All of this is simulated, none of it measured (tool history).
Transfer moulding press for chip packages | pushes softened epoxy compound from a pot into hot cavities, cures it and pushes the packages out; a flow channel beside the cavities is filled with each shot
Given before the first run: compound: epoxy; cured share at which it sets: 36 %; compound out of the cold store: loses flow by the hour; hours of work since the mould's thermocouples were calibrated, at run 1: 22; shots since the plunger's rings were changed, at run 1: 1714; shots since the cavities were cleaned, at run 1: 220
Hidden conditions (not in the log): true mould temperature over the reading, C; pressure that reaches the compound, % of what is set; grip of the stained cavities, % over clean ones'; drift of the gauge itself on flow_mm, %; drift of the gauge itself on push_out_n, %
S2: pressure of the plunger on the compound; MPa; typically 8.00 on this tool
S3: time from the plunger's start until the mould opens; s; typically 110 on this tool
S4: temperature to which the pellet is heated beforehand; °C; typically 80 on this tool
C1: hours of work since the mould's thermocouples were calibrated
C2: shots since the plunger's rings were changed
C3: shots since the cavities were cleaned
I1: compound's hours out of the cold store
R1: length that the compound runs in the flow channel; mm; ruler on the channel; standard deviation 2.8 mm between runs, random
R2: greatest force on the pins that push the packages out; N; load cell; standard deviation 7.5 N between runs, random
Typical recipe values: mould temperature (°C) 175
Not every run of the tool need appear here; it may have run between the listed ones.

run 1 hour=0.0 | mould_temperature_(°C)=175 S2=8.00 S3=110 S4=80 | C1=22 C2=1714 C3=220 | I1=11.3 | R1=897 R2=337
-- hour=29.9 cavities cleaned with cleaning compound and waxed
run 2 hour=37.0 | mould_temperature_(°C)=175 S2=8.00 S3=110 S4=85 | C1=46 C2=2098 C3=78 | I1=42.2 | R1=742 R2=323
-- hour=77.5 cavities cleaned with cleaning compound and waxed
run 3 hour=78.0 | mould_temperature_(°C)=175 S2=8.00 S3=110 S4=80 | C1=73 C2=2524 C3=5 | I1=32.2 | R1=784 R2=323
-- hour=97.4 plunger's sealing rings changed
-- hour=130.9 cavities cleaned with cleaning compound and waxed
run 4 hour=130.9 | mould_temperature_(°C)=177 S2=8.00 S3=110 S4=80 | C1=106 C2=346 C3=0 | I1=23.7 | R1=816 R2=303
run 5 hour=163.9 | mould_temperature_(°C)=177 S2=8.00 S3=110 S4=80 | C1=128 C2=703 C3=357 | I1=18.8 | R1=841 R2=316
-- hour=178.7 cavities cleaned with cleaning compound and waxed
run 6 hour=198.3 | mould_temperature_(°C)=177 S2=8.00 S3=110 S4=80 | C1=151 C2=1059 C3=212 | I1=31.9 | R1=781 R2=306
-- hour=227.6 cavities cleaned with cleaning compound and waxed
run 7 hour=248.0 | mould_temperature_(°C)=175 S2=8.00 S3=110 S4=80 | C1=183 C2=1580 C3=221 | I1=39.2 | R1=753 R2=316
-- hour=275.4 cavities cleaned with cleaning compound and waxed
run 8 hour=289.4 | mould_temperature_(°C)=180 S2=8.00 S3=110 S4=80 | C1=211 C2=2010 C3=151 | I1=19.7 | R1=831 R2=293
-- hour=324.9 cavities cleaned with cleaning compound and waxed
run 9 hour=325.9 | mould_temperature_(°C)=177 S2=8.00 S3=110 S4=80 | C1=234 C2=2389 C3=12 | I1=37.5 | R1=755 R2=296
-- hour=359.2 plunger's sealing rings changed
run 10 hour=366.2 | mould_temperature_(°C)=175 S2=8.00 S3=110 S4=81 | C1=260 C2=76 C3=420 | I1=45.3 | R1=727 R2=314
-- hour=377.2 cavities cleaned with cleaning compound and waxed
run 11 hour=414.7 | mould_temperature_(°C)=171 S2=8.00 S3=110 S4=81 | C1=292 C2=584 C3=405 | I1=39.5 | R1=764 R2=391
-- hour=428.2 cavities cleaned with cleaning compound and waxed
run 12 hour=442.0 | mould_temperature_(°C)=175 S2=8.00 S3=110 S4=80 | C1=310 C2=862 C3=148 | I1=27.2 | R1=807 R2=339
-- hour=479.3 cavities cleaned with cleaning compound and waxed
run 13 hour=479.3 | mould_temperature_(°C)=175 S2=8.00 S3=110 S4=80 | C1=334 C2=1249 C3=0 | I1=46.8 | R1=719 R2=318
-- hour=525.7 mould's thermocouples calibrated
-- hour=531.4 cavities cleaned with cleaning compound and waxed
run 14 hour=534.7 | mould_temperature_(°C)=175 S2=8.00 S3=110 S4=80 | C1=5 C2=1810 C3=36 | I1=23.0 | R1=832 R2=323
-- hour=581.2 cavities cleaned with cleaning compound and waxed
run 15 hour=591.2 | mould_temperature_(°C)=175 S2=8.00 S3=110 S4=80 | C1=42 C2=2404 C3=109 | I1=29.6 | R1=798 R2=317
-- hour=623.7 plunger's sealing rings changed
-- hour=632.1 cavities cleaned with cleaning compound and waxed
run 16 hour=646.6 | mould_temperature_(°C)=175 S2=8.00 S3=110 S4=76 | C1=77 C2=230 C3=156 | I1=14.9 | R1=872 R2=358
-- hour=680.5 cavities cleaned with cleaning compound and waxed
run 17 hour=685.5 | mould_temperature_(°C)=175 S2=8.00 S3=110 S4=76 | C1=103 C2=634 C3=54 | I1=32.1 | R1=791 R2=332
run 18 hour=710.6 | mould_temperature_(°C)=175 S2=8.00 S3=110 S4=76 | C1=120 C2=906 C3=326 | I1=13.8 | R1=872 R2=345
-- hour=729.8 cavities cleaned with cleaning compound and waxed
run 19 hour=756.8 | mould_temperature_(°C)=175 S2=8.00 S3=120 S4=76 | C1=150 C2=1388 C3=291 | I1=16.2 | R1=859 R2=316
-- hour=780.1 cavities cleaned with cleaning compound and waxed
run 20 hour=787.8 | mould_temperature_(°C)=177 S2=6.73 S3=91 S4=76 | C1=170 C2=1707 C3=83 | I1=26.1 | R1=740 R2=385
-- hour=829.5 cavities cleaned with cleaning compound and waxed
run 21 hour=837.5 | mould_temperature_(°C)=179 S2=8.83 S3=110 S4=80 | C1=203 C2=2228 C3=86 | I1=29.3 | R1=820 R2=297
run 22 hour=872.9 | mould_temperature_(°C)=175 S2=8.35 S3=91 S4=80 | C1=227 C2=2610 C3=468 | I1=33.8 | R1=798 R2=440
-- hour=878.6 cavities cleaned with cleaning compound and waxed
-- hour=885.3 plunger's sealing rings changed
run 23 hour=926.0 | mould_temperature_(°C)=175 S2=9.41 S3=110 S4=80 | C1=261 C2=439 C3=485 | I1=25.8 | R1=886 R2=343
-- hour=930.6 cavities cleaned with cleaning compound and waxed
run 24 hour=958.4 | mould_temperature_(°C)=175 S2=8.00 S3=129 S4=87 | C1=282 C2=773 C3=300 | I1=32.7 | R1=777 R2=287
-- hour=981.5 cavities cleaned with cleaning compound and waxed
run 25 hour=1010.9 | mould_temperature_(°C)=175 S2=8.27 S3=105 S4=80 | C1=316 C2=1324 C3=318 | I1=27.4 | R1=823 R2=339
-- hour=1029.2 cavities cleaned with cleaning compound and waxed
run 26 hour=1064.1 | mould_temperature_(°C)=175 S2=8.27 S3=105 S4=80 | C1=351 C2=1882 C3=377 | I1=19.7 | R1=866 R2=353

Alternative continuations, all from the tool just after run 26; predict every row:
-- hour=1077.8 cavities cleaned with cleaning compound and waxed
-- hour=1082.9 mould's thermocouples calibrated
run A hour=1101.1 | mould_temperature_(°C)=169 S2=8.00 S3=110 S4=85 | C1=12 C2=2244 C3=230 | I1=9.6 | R1=? R2=?
-- hour=1077.8 cavities cleaned with cleaning compound and waxed
-- hour=1082.9 mould's thermocouples calibrated
run B hour=1101.1 | mould_temperature_(°C)=175 S2=8.00 S3=109 S4=80 | C1=12 C2=2244 C3=230 | I1=10.4 | R1=? R2=?
-- hour=1077.8 cavities cleaned with cleaning compound and waxed
-- hour=1082.9 mould's thermocouples calibrated
run C hour=1101.1 | mould_temperature_(°C)=168 S2=6.25 S3=132 S4=80 | C1=12 C2=2244 C3=230 | I1=34.4 | R1=? R2=?
-- hour=1077.8 cavities cleaned with cleaning compound and waxed
-- hour=1082.9 mould's thermocouples calibrated
run D hour=1101.1 | mould_temperature_(°C)=170 S2=8.27 S3=105 S4=80 | C1=12 C2=2244 C3=230 | I1=15.8 | R1=? R2=?

run=A R1=918 R2=519
run=B R1=897 R2=358
run=C R1=704 R2=354
run=D R1=898 R2=511
Stripped of hidden state, with their random variation kept, the same runs would have yielded:
run=A R1=918 R2=517
run=B R1=897 R2=356
run=C R1=704 R2=353
run=D R1=898 R2=509
